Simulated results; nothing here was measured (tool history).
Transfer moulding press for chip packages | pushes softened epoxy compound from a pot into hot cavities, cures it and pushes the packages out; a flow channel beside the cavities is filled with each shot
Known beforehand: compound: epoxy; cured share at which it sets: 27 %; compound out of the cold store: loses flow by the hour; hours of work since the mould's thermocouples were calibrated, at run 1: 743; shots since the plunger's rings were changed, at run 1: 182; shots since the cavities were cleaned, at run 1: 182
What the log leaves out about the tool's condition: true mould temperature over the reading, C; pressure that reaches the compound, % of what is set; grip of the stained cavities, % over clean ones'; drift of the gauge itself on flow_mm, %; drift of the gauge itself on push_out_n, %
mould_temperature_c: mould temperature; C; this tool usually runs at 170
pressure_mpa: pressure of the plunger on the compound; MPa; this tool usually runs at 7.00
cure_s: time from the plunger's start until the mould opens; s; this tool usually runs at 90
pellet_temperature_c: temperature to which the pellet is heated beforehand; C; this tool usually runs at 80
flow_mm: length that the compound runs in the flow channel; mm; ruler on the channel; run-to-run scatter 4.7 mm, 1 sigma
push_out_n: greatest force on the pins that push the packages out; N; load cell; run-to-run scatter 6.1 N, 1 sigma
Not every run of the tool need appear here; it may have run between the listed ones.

run,hour,mould_temperature_c,pressure_mpa,cure_s,pellet_temperature_c,hours of work since the mould's thermocouples were calibrated,shots since the plunger's rings were changed,shots since the cavities were cleaned,incoming compound's hours out of the cold store,flow_mm,push_out_n
1,0.0,170,7.00,90,80,743,182,182,12.6,758,323
# hour 25.0: cavities cleaned with cleaning compound and waxed
2,35.1,170,7.00,90,80,763,536,107,18.7,734,480
# hour 68.3: cavities cleaned with cleaning compound and waxed
3,84.3,170,7.00,90,80,792,1040,168,23.9,690,308
# hour 113.3: cavities cleaned with cleaning compound and waxed
4,126.7,170,7.00,90,80,816,1471,141,40.4,625,280
# hour 154.4: mould's thermocouples calibrated
# hour 159.7: cavities cleaned with cleaning compound and waxed
5,166.9,170,7.00,90,80,7,1858,76,42.6,612,279
# hour 202.8: cavities cleaned with cleaning compound and waxed
6,213.3,170,7.00,90,80,33,2333,111,20.7,691,298
# hour 231.5: cavities cleaned with cleaning compound and waxed, once more
7,241.0,170,7.00,90,80,49,2609,101,43.6,599,284
# hour 273.2: cavities cleaned with cleaning compound and waxed
8,287.9,170,7.00,75,80,76,3088,155,9.6,737,520
# hour 315.7: cavities cleaned with cleaning compound and waxed
9,320.9,170,7.00,90,80,95,3421,56,27.9,644,254
10,354.9,165,7.00,90,80,115,3779,414,37.9,606,539
# hour 359.2: cavities cleaned with cleaning compound and waxed
11,382.5,165,7.00,90,80,131,4054,246,37.0,612,488
# hour 401.3: cavities cleaned with cleaning compound and waxed
12,418.4,165,7.00,90,80,152,4417,180,13.1,705,509
# hour 436.2: plunger's sealing rings changed
# hour 447.0: cavities cleaned with cleaning compound and waxed
13,464.3,165,7.00,90,80,177,281,183,15.8,756,455
# hour 491.9: cavities cleaned with cleaning compound and waxed
14,497.9,165,7.00,90,80,196,620,64,18.3,741,379
15,523.8,165,7.00,90,80,211,893,337,42.4,626,512
# hour 533.6: cavities cleaned with cleaning compound and waxed
16,572.7,177,5.91,90,82,240,1392,412,33.0,591,331
# hour 577.4: cavities cleaned with cleaning compound and waxed
17,601.2,173,6.14,90,82,256,1677,250,43.2,558,304
# hour 619.1: cavities cleaned with cleaning compound and waxed
18,638.1,173,6.14,97,82,277,2051,200,26.9,621,273

Run 19 has not been measured yet. What should we expect?
# hour 661.6: cavities cleaned with cleaning compound and waxed
19,664.2,173,6.14,97,82,292,2310,26,24.2,?,?

flow_mm: 626 mm
push_out_n: 195 N
Had the tool carried no hidden state, the very same run would have given flow_mm 660 mm, push_out_n 180 N.
